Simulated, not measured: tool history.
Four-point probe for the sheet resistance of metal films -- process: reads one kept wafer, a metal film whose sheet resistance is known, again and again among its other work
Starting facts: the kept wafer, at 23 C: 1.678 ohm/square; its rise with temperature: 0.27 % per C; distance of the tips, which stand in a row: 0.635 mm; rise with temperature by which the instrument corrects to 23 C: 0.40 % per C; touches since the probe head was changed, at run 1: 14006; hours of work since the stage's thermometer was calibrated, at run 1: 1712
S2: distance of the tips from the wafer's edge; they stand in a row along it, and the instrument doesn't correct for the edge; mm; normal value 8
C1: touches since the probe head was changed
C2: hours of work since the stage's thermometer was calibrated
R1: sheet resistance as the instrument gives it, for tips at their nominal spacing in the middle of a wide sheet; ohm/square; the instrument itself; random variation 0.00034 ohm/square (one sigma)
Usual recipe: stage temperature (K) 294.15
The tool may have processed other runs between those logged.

{"run": 1, "hour": 0.0, "stage temperature (K)": 294.15, "S2": 8, "C1": 14006, "C2": 1712, "R1": 1.699184}
{"run": 2, "hour": 10.9, "stage temperature (K)": 294.15, "S2": 8, "C1": 14287, "C2": 1716, "R1": 1.699279}
{"run": 3, "hour": 34.9, "stage temperature (K)": 294.15, "S2": 8, "C1": 14902, "C2": 1726, "R1": 1.699185}
{"run": 4, "hour": 52.4, "stage temperature (K)": 294.15, "S2": 46, "C1": 15352, "C2": 1734, "R1": 1.693695}
{"run": 5, "hour": 67.9, "stage temperature (K)": 294.15, "S2": 46, "C1": 15749, "C2": 1740, "R1": 1.69482}
{"run": 6, "hour": 82.3, "stage temperature (K)": 294.15, "S2": 8, "C1": 16118, "C2": 1746, "R1": 1.699299}
{"run": 7, "hour": 102.7, "stage temperature (K)": 294.15, "S2": 8, "C1": 16644, "C2": 1755, "R1": 1.699028}
{"run": 8, "hour": 116.6, "stage temperature (K)": 294.15, "S2": 8, "C1": 17000, "C2": 1761, "R1": 1.699428}
{"run": 9, "hour": 135.4, "stage temperature (K)": 298.15, "S2": 8, "C1": 17481, "C2": 1769, "R1": 1.690856}
{"run": 10, "hour": 159.7, "stage temperature (K)": 298.15, "S2": 8, "C1": 18106, "C2": 1779, "R1": 1.69145}
{"run": 11, "hour": 182.0, "stage temperature (K)": 298.15, "S2": 8, "C1": 18678, "C2": 1789, "R1": 1.690677}
{"run": 12, "hour": 206.3, "stage temperature (K)": 298.15, "S2": 8, "C1": 19301, "C2": 1799, "R1": 1.690524}
{"run": 13, "hour": 230.6, "stage temperature (K)": 294.15, "S2": 8, "C1": 19925, "C2": 1809, "R1": 1.699721}
{"run": 14, "hour": 240.7, "stage temperature (K)": 294.15, "S2": 8, "C1": 20185, "C2": 1813, "R1": 1.699722}
{"run": 15, "hour": 256.7, "stage temperature (K)": 294.15, "S2": 8, "C1": 20598, "C2": 1820, "R1": 1.699467}
{"run": 16, "hour": 268.0, "stage temperature (K)": 306.15, "S2": 36, "C1": 20886, "C2": 1825, "R1": 1.669036}
{"run": 17, "hour": 285.3, "stage temperature (K)": 296.15, "S2": 12, "C1": 21330, "C2": 1832, "R1": 1.691798}
{"run": 18, "hour": 304.1, "stage temperature (K)": 306.15, "S2": 12, "C1": 21813, "C2": 1840, "R1": 1.671355}
{"run": 19, "hour": 319.0, "stage temperature (K)": 306.15, "S2": 12, "C1": 22196, "C2": 1846, "R1": 1.671236}
{"run": 20, "hour": 332.7, "stage temperature (K)": 307.15, "S2": 5, "C1": 22548, "C2": 1852, "R1": 1.680725}
{"run": 21, "hour": 345.5, "stage temperature (K)": 307.15, "S2": 5, "C1": 22877, "C2": 1857, "R1": 1.68128}
{"run": 22, "hour": 365.9, "stage temperature (K)": 304.15, "S2": 8, "C1": 23401, "C2": 1866, "R1": 1.678659}
{"run": 23, "hour": 376.4, "stage temperature (K)": 304.15, "S2": 8, "C1": 23671, "C2": 1871, "R1": 1.678631}
{"run": 24, "hour": 398.5, "stage temperature (K)": 296.15, "S2": 14, "C1": 24237, "C2": 1880, "R1": 1.691455}
{"run": 25, "hour": 420.6, "stage temperature (K)": 307.15, "S2": 10, "C1": 24804, "C2": 1889, "R1": 1.670292}
{"run": 26, "hour": 444.8, "stage temperature (K)": 302.15, "S2": 8, "C1": 25426, "C2": 1899, "R1": 1.683075}
{"run": 27, "hour": 465.1, "stage temperature (K)": 291.15, "S2": 23, "C1": 25946, "C2": 1908, "R1": 1.70168}

Below are 4 alternative next runs, each starting from the tool's condition after run 27. Predict each:
{"run": "A", "hour": 477.7, "stage temperature (K)": 294.15, "S2": 23, "C1": 26272, "C2": 1913, "R1": "?"}
{"run": "B", "hour": 477.7, "stage temperature (K)": 306.15, "S2": 45, "C1": 26272, "C2": 1913, "R1": "?"}
{"run": "C", "hour": 477.7, "stage temperature (K)": 298.15, "S2": 12, "C1": 26272, "C2": 1913, "R1": "?"}
{"run": "D", "hour": 477.7, "stage temperature (K)": 294.15, "S2": 9, "C1": 26272, "C2": 1913, "R1": "?"}

run=A R1=1.6953
run=B R1=1.669269
run=C R1=1.687699
run=D R1=1.698689
The same runs, with their run-to-run variation unchanged, on a tool lacking any hidden condition would have given:
run=A R1=1.683166
run=B R1=1.657413
run=C R1=1.675652
run=D R1=1.686533
